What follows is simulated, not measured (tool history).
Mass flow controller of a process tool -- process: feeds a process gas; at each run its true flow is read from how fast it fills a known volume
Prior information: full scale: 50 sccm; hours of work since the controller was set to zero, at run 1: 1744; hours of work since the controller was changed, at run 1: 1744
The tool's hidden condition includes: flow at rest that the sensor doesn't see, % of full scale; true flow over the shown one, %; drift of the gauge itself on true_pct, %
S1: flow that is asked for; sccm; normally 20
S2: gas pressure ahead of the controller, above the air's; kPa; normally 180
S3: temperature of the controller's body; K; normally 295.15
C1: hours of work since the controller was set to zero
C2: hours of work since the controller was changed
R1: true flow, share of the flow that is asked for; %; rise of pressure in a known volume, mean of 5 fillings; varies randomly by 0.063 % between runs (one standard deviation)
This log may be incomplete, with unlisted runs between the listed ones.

run     day  S1   S2      S3    C1    C2     R1
  1       0  20  180  295.15  1744  1744  99.47
  2   1.888  20  180  295.15  1766  1766  99.62
  3   4.171  20  180  295.15  1792  1792  99.54
  4   5.983  20  180  295.15  1812  1812  99.64
  5   7.379  20  180  295.15  1828  1828   99.6
  6  10.233  20  263  307.15  1861  1861  99.78
  7  12.383   9  257  296.15  1885  1885  99.44
  8  15.533   9  257  296.15  1921  1921  99.53
  9  18.058   7  172  295.15  1950  1950  98.66
 10  20.275  25  191  301.15  1975  1975  99.67

What if the next run were any one of these 4? Each begins from the tool's condition after run 10:
  A  22.362  27  180  301.15  1999  1999   ?
  B  22.362   5  178  301.15  1999  1999   ?
  C  22.362  13  180  295.15  1999  1999   ?
  D  22.362   6  218  311.15  1999  1999   ?

run     R1
  A  99.64
  B  98.02
  C  99.28
  D  98.34
Take away the tool's hidden state, keep each run's random variation, and the runs would have read:
run     R1
  A  99.37
  B  98.94
  C   99.3
  D  99.02
